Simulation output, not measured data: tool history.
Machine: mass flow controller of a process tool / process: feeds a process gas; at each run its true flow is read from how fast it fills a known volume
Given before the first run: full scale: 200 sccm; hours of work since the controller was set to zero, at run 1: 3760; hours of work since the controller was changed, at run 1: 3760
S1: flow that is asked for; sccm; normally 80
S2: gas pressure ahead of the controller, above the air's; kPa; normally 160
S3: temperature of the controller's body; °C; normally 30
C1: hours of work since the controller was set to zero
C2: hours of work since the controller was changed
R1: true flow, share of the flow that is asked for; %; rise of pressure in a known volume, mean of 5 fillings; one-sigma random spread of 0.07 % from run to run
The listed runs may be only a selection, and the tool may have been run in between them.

{"run": 1, "hour": 0.0, "S1": 80, "S2": 160, "S3": 30, "C1": 3760, "C2": 3760, "R1": 95.71}
{"run": 2, "hour": 407.5, "S1": 80, "S2": 160, "S3": 30, "C1": 3965, "C2": 3965, "R1": 95.54}
{"run": 3, "hour": 769.2, "S1": 80, "S2": 160, "S3": 30, "C1": 4147, "C2": 4147, "R1": 95.47}
{"run": 4, "hour": 943.2, "S1": 80, "S2": 160, "S3": 30, "C1": 4234, "C2": 4234, "R1": 95.19}
{"run": 5, "hour": 1164.7, "S1": 80, "S2": 210, "S3": 30, "C1": 4346, "C2": 4346, "R1": 95.42}
{"run": 6, "hour": 1343.6, "S1": 80, "S2": 210, "S3": 30, "C1": 4436, "C2": 4436, "R1": 95.5}
{"run": 7, "hour": 1651.3, "S1": 80, "S2": 160, "S3": 30, "C1": 4591, "C2": 4591, "R1": 95.03}
{"run": 8, "hour": 1842.8, "S1": 23, "S2": 160, "S3": 30, "C1": 4687, "C2": 4687, "R1": 86.97}
{"run": 9, "hour": 2115.6, "S1": 23, "S2": 160, "S3": 30, "C1": 4824, "C2": 4824, "R1": 86.64}
{"hour": 2433.9, "done": "controller's zero set anew"}
{"run": 10, "hour": 2433.9, "S1": 80, "S2": 160, "S3": 30, "C1": 0, "C2": 4984, "R1": 97.76}
{"run": 11, "hour": 2715.4, "S1": 80, "S2": 275, "S3": 30, "C1": 142, "C2": 5126, "R1": 98.52}
{"run": 12, "hour": 3053.2, "S1": 80, "S2": 275, "S3": 30, "C1": 312, "C2": 5296, "R1": 98.35}
{"run": 13, "hour": 3243.6, "S1": 80, "S2": 275, "S3": 30, "C1": 408, "C2": 5392, "R1": 98.24}
{"run": 14, "hour": 3500.2, "S1": 80, "S2": 275, "S3": 30, "C1": 537, "C2": 5521, "R1": 98.08}
{"run": 15, "hour": 3706.8, "S1": 80, "S2": 275, "S3": 30, "C1": 641, "C2": 5625, "R1": 98.04}
{"run": 16, "hour": 3938.3, "S1": 80, "S2": 275, "S3": 30, "C1": 757, "C2": 5742, "R1": 97.99}
{"run": 17, "hour": 4338.6, "S1": 80, "S2": 160, "S3": 30, "C1": 959, "C2": 5943, "R1": 97.0}
{"run": 18, "hour": 4604.9, "S1": 80, "S2": 160, "S3": 30, "C1": 1093, "C2": 6077, "R1": 96.9}
{"run": 19, "hour": 4854.2, "S1": 80, "S2": 160, "S3": 30, "C1": 1218, "C2": 6203, "R1": 96.81}
{"run": 20, "hour": 5243.3, "S1": 80, "S2": 160, "S3": 23, "C1": 1414, "C2": 6399, "R1": 96.12}
{"run": 21, "hour": 5415.0, "S1": 80, "S2": 162, "S3": 23, "C1": 1501, "C2": 6485, "R1": 96.16}
{"run": 22, "hour": 5660.0, "S1": 80, "S2": 162, "S3": 23, "C1": 1624, "C2": 6608, "R1": 95.94}
{"hour": 5826.6, "done": "controller exchanged for a calibrated one"}
{"run": 23, "hour": 6065.5, "S1": 80, "S2": 162, "S3": 23, "C1": 120, "C2": 120, "R1": 98.62}
{"run": 24, "hour": 6247.2, "S1": 80, "S2": 273, "S3": 30, "C1": 212, "C2": 212, "R1": 99.66}
{"run": 25, "hour": 6522.0, "S1": 82, "S2": 185, "S3": 22, "C1": 350, "C2": 350, "R1": 98.39}
{"run": 26, "hour": 6724.0, "S1": 170, "S2": 160, "S3": 29, "C1": 452, "C2": 452, "R1": 99.59}
{"run": 27, "hour": 7113.0, "S1": 23, "S2": 220, "S3": 39, "C1": 648, "C2": 648, "R1": 97.52}
{"run": 28, "hour": 7525.9, "S1": 80, "S2": 221, "S3": 32, "C1": 855, "C2": 855, "R1": 98.85}
{"run": 29, "hour": 7908.4, "S1": 80, "S2": 221, "S3": 32, "C1": 1048, "C2": 1048, "R1": 98.58}
{"run": 30, "hour": 8124.8, "S1": 116, "S2": 151, "S3": 36, "C1": 1157, "C2": 1157, "R1": 99.08}
{"run": 31, "hour": 8534.3, "S1": 116, "S2": 151, "S3": 36, "C1": 1363, "C2": 1363, "R1": 98.85}
{"run": 32, "hour": 8924.8, "S1": 39, "S2": 160, "S3": 26, "C1": 1559, "C2": 1559, "R1": 95.97}
{"run": 33, "hour": 9302.8, "S1": 122, "S2": 160, "S3": 33, "C1": 1750, "C2": 1750, "R1": 98.31}
{"run": 34, "hour": 9511.2, "S1": 80, "S2": 178, "S3": 30, "C1": 1855, "C2": 1855, "R1": 97.44}
{"run": 35, "hour": 9830.1, "S1": 80, "S2": 178, "S3": 30, "C1": 2015, "C2": 2015, "R1": 97.45}
{"run": 36, "hour": 10007.6, "S1": 80, "S2": 227, "S3": 30, "C1": 2105, "C2": 2105, "R1": 97.63}
{"run": 37, "hour": 10289.6, "S1": 155, "S2": 260, "S3": 40, "C1": 2246, "C2": 2246, "R1": 99.83}
{"run": 38, "hour": 10497.4, "S1": 52, "S2": 207, "S3": 38, "C1": 2351, "C2": 2351, "R1": 96.77}
{"run": 39, "hour": 10902.5, "S1": 91, "S2": 206, "S3": 30, "C1": 2555, "C2": 2555, "R1": 97.36}
{"run": 40, "hour": 11239.3, "S1": 91, "S2": 231, "S3": 30, "C1": 2725, "C2": 2725, "R1": 97.33}
{"run": 41, "hour": 11514.0, "S1": 91, "S2": 231, "S3": 30, "C1": 2863, "C2": 2863, "R1": 97.31}
{"run": 42, "hour": 11872.9, "S1": 80, "S2": 153, "S3": 30, "C1": 3043, "C2": 3043, "R1": 96.45}
{"run": 43, "hour": 12088.5, "S1": 80, "S2": 153, "S3": 30, "C1": 3152, "C2": 3152, "R1": 96.24}
{"run": 44, "hour": 12476.6, "S1": 40, "S2": 256, "S3": 26, "C1": 3347, "C2": 3347, "R1": 93.87}
{"run": 45, "hour": 12829.8, "S1": 133, "S2": 160, "S3": 31, "C1": 3525, "C2": 3525, "R1": 97.41}
{"run": 46, "hour": 13083.0, "S1": 133, "S2": 160, "S3": 31, "C1": 3653, "C2": 3653, "R1": 97.34}
{"run": 47, "hour": 13277.2, "S1": 93, "S2": 251, "S3": 34, "C1": 3750, "C2": 3750, "R1": 97.14}
{"run": 48, "hour": 13636.8, "S1": 37, "S2": 262, "S3": 34, "C1": 3931, "C2": 3931, "R1": 92.96}

Entry by entry between the runs, the difference in hidden state between the last listed run before and the first listed run after:
From run 9 to run 10: controller's zero set anew (hour 2433.9)
  flow at rest that the sensor doesn't see, % of full scale: -1.238 -> -0.006; true flow over the shown one, %: -1.21 -> -1.25
  difference, measured minus the result without the unlogged condition, R1: -11.98 -> -1.26 %
From run 22 to run 23: controller exchanged for a calibrated one (hour 5826.6)
  flow at rest that the sensor doesn't see, % of full scale: -0.432 -> -0.084; true flow over the shown one, %: -1.61 -> 0.05
  difference, measured minus the result without the unlogged condition, R1: -2.69 -> -0.15 %
